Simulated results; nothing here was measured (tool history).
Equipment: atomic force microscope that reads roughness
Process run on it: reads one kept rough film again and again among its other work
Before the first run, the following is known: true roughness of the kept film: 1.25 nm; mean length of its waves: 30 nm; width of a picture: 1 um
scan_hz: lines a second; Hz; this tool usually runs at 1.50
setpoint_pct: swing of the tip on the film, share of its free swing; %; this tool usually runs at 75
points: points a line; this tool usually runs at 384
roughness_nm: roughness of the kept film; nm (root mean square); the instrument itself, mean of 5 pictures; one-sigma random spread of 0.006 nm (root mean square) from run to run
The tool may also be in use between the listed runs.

run	hour	scan_hz	setpoint_pct	points	roughness_nm
1	0.0	1.50	75	384	1.057
2	20.6	1.50	75	384	1.044
3	31.6	1.50	75	384	1.044
4	51.5	1.50	75	384	1.023
5	70.8	1.50	75	586	1.021
# hour 85.5: new tip fitted
6	87.6	1.74	75	384	1.121
7	108.9	1.74	75	384	1.110
8	127.5	1.50	75	293	1.100
9	145.3	1.50	75	445	1.088
10	166.9	1.50	75	740	1.073
11	187.7	1.50	75	384	1.069
12	209.2	1.50	75	384	1.058
13	228.9	1.50	75	384	1.035
14	241.9	1.50	75	384	1.028
15	260.0	1.50	75	384	1.011
16	279.7	1.50	75	384	1.017
# hour 283.6: new tip fitted
17	294.9	0.87	75	384	1.137
18	306.5	0.87	75	384	1.139
19	317.3	1.50	75	417	1.104
20	327.3	1.50	75	417	1.099
21	339.1	1.50	75	417	1.095
22	348.7	1.50	75	417	1.089
23	358.5	0.78	75	384	1.099
24	378.9	0.78	75	384	1.091
25	396.4	0.73	75	384	1.096
26	414.2	0.73	75	384	1.071
27	429.9	0.73	55	257	1.094
28	446.5	1.50	72	585	1.053
29	466.1	1.50	69	861	1.044
30	479.6	1.50	69	861	1.027
# hour 481.5: new tip fitted
# hour 482.5: height scale calibrated on a step standard
31	503.2	1.50	69	861	1.124
# hour 519.4: height scale calibrated on a step standard, once more
32	521.5	1.50	69	861	1.128
33	532.5	1.50	69	861	1.116
34	553.0	1.50	75	767	1.076
35	572.7	2.32	75	362	1.047
36	595.0	1.24	75	409	1.065
37	615.3	2.21	76	384	1.018
38	630.0	2.21	76	384	1.008
39	643.0	0.54	63	764	1.096
40	655.5	0.54	85	543	1.043
41	667.0	0.54	85	543	1.044
42	679.7	0.97	75	384	1.026
# hour 683.2: new tip fitted
43	690.4	1.50	76	443	1.127
44	712.1	0.63	61	374	1.159
45	723.1	1.55	62	384	1.138

Each row is a separate what-if for the run after 45, all from the same tool condition, not one after another. Results?
A	743.5	1.50	75	358	?
B	743.5	1.02	79	496	?
C	743.5	3.32	62	646	?
D	743.5	1.50	75	974	?

run	roughness_nm
A	1.093
B	1.104
C	1.105
D	1.094
Without the tool's hidden state the same runs would have given:
run	roughness_nm
A	1.135
B	1.147
C	1.147
D	1.136

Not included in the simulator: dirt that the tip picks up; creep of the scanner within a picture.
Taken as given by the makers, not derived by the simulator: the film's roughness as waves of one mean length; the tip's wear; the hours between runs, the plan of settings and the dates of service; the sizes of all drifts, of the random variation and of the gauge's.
